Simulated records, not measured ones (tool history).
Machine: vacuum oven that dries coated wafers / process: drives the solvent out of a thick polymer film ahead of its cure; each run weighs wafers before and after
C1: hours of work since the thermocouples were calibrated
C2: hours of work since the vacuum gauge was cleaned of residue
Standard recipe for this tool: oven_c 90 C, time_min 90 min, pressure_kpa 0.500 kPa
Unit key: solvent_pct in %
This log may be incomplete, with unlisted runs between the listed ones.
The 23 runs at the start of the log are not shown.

{"run": 24, "hour": 709.8, "oven_c": 90, "time_min": 104, "pressure_kpa": 0.742, "C1": 1174, "C2": 818, "solvent_pct": 1.23}
{"run": 25, "hour": 740.6, "oven_c": 95, "time_min": 77, "pressure_kpa": 0.3, "C1": 1193, "C2": 837, "solvent_pct": 0.8}
{"run": 26, "hour": 768.9, "oven_c": 94, "time_min": 83, "pressure_kpa": 0.493, "C1": 1211, "C2": 855, "solvent_pct": 0.95}
{"run": 27, "hour": 813.6, "oven_c": 94, "time_min": 83, "pressure_kpa": 0.493, "C1": 1240, "C2": 884, "solvent_pct": 1.02}
{"run": 28, "hour": 837.1, "oven_c": 82, "time_min": 114, "pressure_kpa": 1.169, "C1": 1254, "C2": 899, "solvent_pct": 3.39}
{"run": 29, "hour": 859.7, "oven_c": 90, "time_min": 67, "pressure_kpa": 0.5, "C1": 1269, "C2": 913, "solvent_pct": 2.37}
{"run": 30, "hour": 896.4, "oven_c": 90, "time_min": 90, "pressure_kpa": 0.972, "C1": 1292, "C2": 937, "solvent_pct": 1.86}
{"run": 31, "hour": 940.3, "oven_c": 93, "time_min": 131, "pressure_kpa": 1.075, "C1": 1320, "C2": 964, "solvent_pct": 1.05}
{"run": 32, "hour": 966.7, "oven_c": 103, "time_min": 120, "pressure_kpa": 0.5, "C1": 1337, "C2": 981, "solvent_pct": 0.41}
{"run": 33, "hour": 1007.3, "oven_c": 90, "time_min": 90, "pressure_kpa": 1.016, "C1": 1363, "C2": 1007, "solvent_pct": 1.85}
{"run": 34, "hour": 1025.9, "oven_c": 90, "time_min": 90, "pressure_kpa": 1.016, "C1": 1375, "C2": 1019, "solvent_pct": 1.89}
{"run": 35, "hour": 1055.3, "oven_c": 97, "time_min": 101, "pressure_kpa": 1.256, "C1": 1393, "C2": 1038, "solvent_pct": 0.93}
{"run": 36, "hour": 1075.0, "oven_c": 92, "time_min": 140, "pressure_kpa": 0.393, "C1": 1406, "C2": 1050, "solvent_pct": 0.71}
{"hour": 1081.2, "done": "oven's thermocouples calibrated"}
{"run": 37, "hour": 1097.6, "oven_c": 81, "time_min": 107, "pressure_kpa": 0.276, "C1": 10, "C2": 1063, "solvent_pct": 2.73}
{"run": 38, "hour": 1132.7, "oven_c": 81, "time_min": 66, "pressure_kpa": 1.685, "C1": 33, "C2": 1086, "solvent_pct": 6.36}
{"run": 39, "hour": 1156.9, "oven_c": 81, "time_min": 126, "pressure_kpa": 1.685, "C1": 48, "C2": 1101, "solvent_pct": 3.36}
{"run": 40, "hour": 1196.6, "oven_c": 95, "time_min": 55, "pressure_kpa": 0.5, "C1": 73, "C2": 1126, "solvent_pct": 1.62}
{"run": 41, "hour": 1227.4, "oven_c": 90, "time_min": 69, "pressure_kpa": 0.65, "C1": 93, "C2": 1146, "solvent_pct": 2.04}
{"run": 42, "hour": 1267.3, "oven_c": 80, "time_min": 69, "pressure_kpa": 1.832, "C1": 118, "C2": 1171, "solvent_pct": 6.94}
{"run": 43, "hour": 1299.1, "oven_c": 82, "time_min": 109, "pressure_kpa": 1.095, "C1": 139, "C2": 1191, "solvent_pct": 3.15}

Here are 4 independent what-if runs from the current tool condition. What would each one return?
{"run": "A", "hour": 1331.9, "oven_c": 82, "time_min": 109, "pressure_kpa": 1.519, "C1": 159, "C2": 1212, "solvent_pct": "?"}
{"run": "B", "hour": 1331.9, "oven_c": 90, "time_min": 73, "pressure_kpa": 0.5, "C1": 159, "C2": 1212, "solvent_pct": "?"}
{"run": "C", "hour": 1331.9, "oven_c": 87, "time_min": 146, "pressure_kpa": 0.912, "C1": 159, "C2": 1212, "solvent_pct": "?"}
{"run": "D", "hour": 1331.9, "oven_c": 104, "time_min": 150, "pressure_kpa": 0.748, "C1": 159, "C2": 1212, "solvent_pct": "?"}

run=A solvent_pct=3.53
run=B solvent_pct=1.77
run=C solvent_pct=1.36
run=D solvent_pct=0.59
The same runs, with their run-to-run variation unchanged, on a tool lacking any hidden condition would have given:
run=A solvent_pct=3.09
run=B solvent_pct=1.45
run=C solvent_pct=0.98
run=D solvent_pct=0.38
